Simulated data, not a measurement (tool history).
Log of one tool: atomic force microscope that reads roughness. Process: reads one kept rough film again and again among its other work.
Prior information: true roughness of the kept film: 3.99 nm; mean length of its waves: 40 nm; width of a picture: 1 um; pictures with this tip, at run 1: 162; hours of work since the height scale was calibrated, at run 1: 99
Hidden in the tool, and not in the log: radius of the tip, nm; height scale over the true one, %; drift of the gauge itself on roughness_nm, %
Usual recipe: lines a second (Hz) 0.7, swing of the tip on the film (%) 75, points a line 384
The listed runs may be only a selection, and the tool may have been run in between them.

run    hour  lines a second (Hz)  swing of the tip on the film (%)  points a line  pictures with this tip  hours of work since the height scale was calibrated  roughness of the kept film (nm (root mean square))
  1       0                  0.7                                75            384                     162                                                   99                                               2.784
  2    24.5                  0.7                                75            384                     213                                                  115                                               2.639
       27.2  -- new tip fitted
  3    58.2                  0.7                                75            384                      65                                                  135                                               3.171
  4      83                  0.7                                75            384                     116                                                  151                                               3.001
  5   119.5                  0.7                                75            384                     192                                                  173                                               2.746
      131.2  -- new tip fitted
  6   149.6                  0.7                                75            384                      38                                                  192                                               3.295
  7   189.2                0.858                                75            384                     120                                                  216                                               2.948
  8   229.7                0.858                                75            384                     204                                                  242                                               2.708
      237.4  -- new tip fitted
  9   256.1                  0.7                                58            384                      39                                                  258                                               3.349
 10   290.8                  0.7                                58            384                     110                                                  279                                                3.06
 11   311.5                  0.7                                75            686                     153                                                  292                                               2.863
 12   334.4                  0.7                                75            686                     201                                                  306                                                2.76
      341.3  -- new tip fitted
 13   373.2                  0.7                                75            686                      66                                                  330                                               3.143
 14   402.8                  0.7                                75            686                     127                                                  349                                               2.949
 15   426.6                  0.7                                75            686                     177                                                  364                                               2.785
 16   443.7                  0.7                                75            686                     212                                                  374                                                2.67
      446.7  -- new tip fitted
 17     473                  0.7                                75            384                      55                                                  392                                               3.208
 18     507                  0.7                                75            384                     125                                                  413                                               2.976
 19     541                  0.7                                75            384                     195                                                  434                                               2.774
      551.8  -- new tip fitted
 20   564.7                  0.7                                75            572                      27                                                  449                                               3.332
      568.6  -- height scale calibrated on a step standard
 21   588.5                  0.7                                75            366                      74                                                   12                                               3.117
 22   616.7                0.582                                72            988                     132                                                   30                                               2.965
 23   640.6                0.582                                69            988                     182                                                   45                                               2.832
      657.4  -- new tip fitted
 24   673.9                2.203                                69            988                      35                                                   65                                               3.141
 25   699.3                2.203                                63            360                      87                                                   81                                                2.99
      732.6  -- height scale calibrated on a step standard, once more
 26   739.8                2.203                                83            482                     169                                                    4                                               2.455
 27   757.8                2.203                                83            482                     206                                                   16                                               2.345
      763.6  -- new tip fitted
 28   792.3                2.203                                83            482                      60                                                   37                                               2.754
 29   810.3                2.203                                83            482                      97                                                   48                                               2.635
 30   828.9                2.203                                83            482                     135                                                   60                                               2.505
 31   864.8                3.119                                57            565                     210                                                   82                                               2.631
      867.3  -- new tip fitted
 32   891.5                3.119                                61            565                      50                                                   98                                               3.104
 33   922.2                1.832                                77            565                     114                                                  117                                               2.768
 34   939.4                1.832                                77            565                     149                                                  128                                               2.689
      971.6  -- new tip fitted
 35   977.1                2.185                                60            654                      11                                                  151                                               3.352
 36     998                2.185                                60            654                      55                                                  164                                                3.19
 37  1022.3                2.185                                60            654                     105                                                  179                                               2.988
 38  1040.5                1.031                                88           1021                     143                                                  191                                               2.689
 39    1074                1.031                                88           1021                     212                                                  211                                               2.494
     1078.2  -- new tip fitted
 40  1091.2                1.956                                75            384                      27                                                  222                                               3.102
 41  1109.6                1.956                                75            384                      65                                                  233                                                2.94
 42  1135.2                1.956                                75            384                     118                                                  249                                               2.763

Predict each of these 3 candidate next runs independently; none follows another, all start after run 42:
  A  1153.5                0.745                                64            768                     156                                                  261                                                   ?
  B  1153.5                1.956                                65            384                     156                                                  261                                                   ?
  C  1153.5                0.947                                56            941                     156                                                  261                                                   ?

run  roughness of the kept film (nm (root mean square))
  A                                               2.907
  B                                               2.789
  C                                               2.923
With no hidden state in the tool, these same runs would have given:
run  roughness of the kept film (nm (root mean square))
  A                                               3.522
  B                                               3.381
  C                                               3.544
